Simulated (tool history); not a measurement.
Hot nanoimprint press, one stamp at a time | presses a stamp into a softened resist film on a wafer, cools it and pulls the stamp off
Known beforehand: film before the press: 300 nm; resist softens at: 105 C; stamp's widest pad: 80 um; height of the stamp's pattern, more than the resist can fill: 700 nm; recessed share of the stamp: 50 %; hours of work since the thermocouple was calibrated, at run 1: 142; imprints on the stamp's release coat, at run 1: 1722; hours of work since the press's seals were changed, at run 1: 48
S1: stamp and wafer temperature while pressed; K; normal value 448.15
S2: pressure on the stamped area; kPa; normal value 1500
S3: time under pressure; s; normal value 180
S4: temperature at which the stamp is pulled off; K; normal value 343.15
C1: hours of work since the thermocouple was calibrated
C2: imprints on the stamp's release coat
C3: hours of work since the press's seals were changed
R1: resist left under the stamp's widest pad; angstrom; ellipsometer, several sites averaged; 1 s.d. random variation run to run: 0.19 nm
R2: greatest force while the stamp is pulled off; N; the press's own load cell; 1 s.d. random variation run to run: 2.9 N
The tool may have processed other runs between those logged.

Run 1, hour 0.0: usual settings; C1 142; C2 1722; C3 48. Result: R1 1215 angstrom, R2 222 N.
Run 2, hour 25.0: usual settings but S3 206 s; C1 159; C2 1808; C3 66. Result: R1 1152 angstrom, R2 226 N.
Run 3, hour 57.0: usual settings but S4 351.15 K; C1 182; C2 1918; C3 88. Result: R1 1213 angstrom, R2 216 N.
Run 4, hour 76.4: usual settings but S4 329.15 K; C1 196; C2 1985; C3 102. Result: R1 1210 angstrom, R2 265 N.
Run 5, hour 102.2: usual settings but S2 1200 kPa, S4 329.15 K; C1 214; C2 2073; C3 120. Result: R1 1354 angstrom, R2 275 N.
Run 6, hour 123.1: usual settings but S2 1200 kPa, S4 329.15 K; C1 229; C2 2145; C3 135. Result: R1 1353 angstrom, R2 264 N.
At hour 129.5: plate thermocouple calibrated.
Run 7, hour 156.5: usual settings but S3 114 s; C1 19; C2 2250; C3 157. Result: R1 1388 angstrom, R2 241 N.
Run 8, hour 190.8: usual settings but S2 1800 kPa, S3 160 s, S4 344.15 K; C1 43; C2 2367; C3 181. Result: R1 1117 angstrom, R2 260 N.
Run 9, hour 208.6: usual settings but S2 1800 kPa, S3 160 s, S4 344.15 K; C1 56; C2 2429; C3 193. Result: R1 1114 angstrom, R2 252 N.
At hour 224.5: stamp cleaned and given a new release coat.
At hour 233.9: plate thermocouple calibrated, once more.
Run 10, hour 235.8: usual settings but S2 1800 kPa, S3 160 s, S4 344.15 K; C1 1; C2 28; C3 206. Result: R1 1192 angstrom, R2 136 N.
Run 11, hour 251.8: usual settings but S2 1800 kPa, S3 160 s, S4 344.15 K; C1 13; C2 83; C3 218. Result: R1 1188 angstrom, R2 140 N.
Run 12, hour 271.1: usual settings but S2 1130 kPa, S3 261 s; C1 26; C2 149; C3 231. Result: R1 1263 angstrom, R2 144 N.

Forecast each of these 3 alternatives for the next run:
Run A, hour 296.8: usual settings but S2 1660 kPa, S4 336.15 K; C1 45; C2 237; C3 249. Result: R1 ?, R2 ?.
Run B, hour 296.8: usual settings but S1 441.15 K, S2 2200 kPa, S4 347.15 K; C1 45; C2 237; C3 249. Result: R1 ?, R2 ?.
Run C, hour 296.8: usual settings but S2 1060 kPa, S3 277 s, S4 338.15 K; C1 45; C2 237; C3 249. Result: R1 ?, R2 ?.

run    R1   R2
  A  1183  156
  B  1496  139
  C  1279  156
With no hidden state in the tool, these same runs would have given:
run    R1   R2
  A  1183  144
  B  1495  129
  C  1281  145
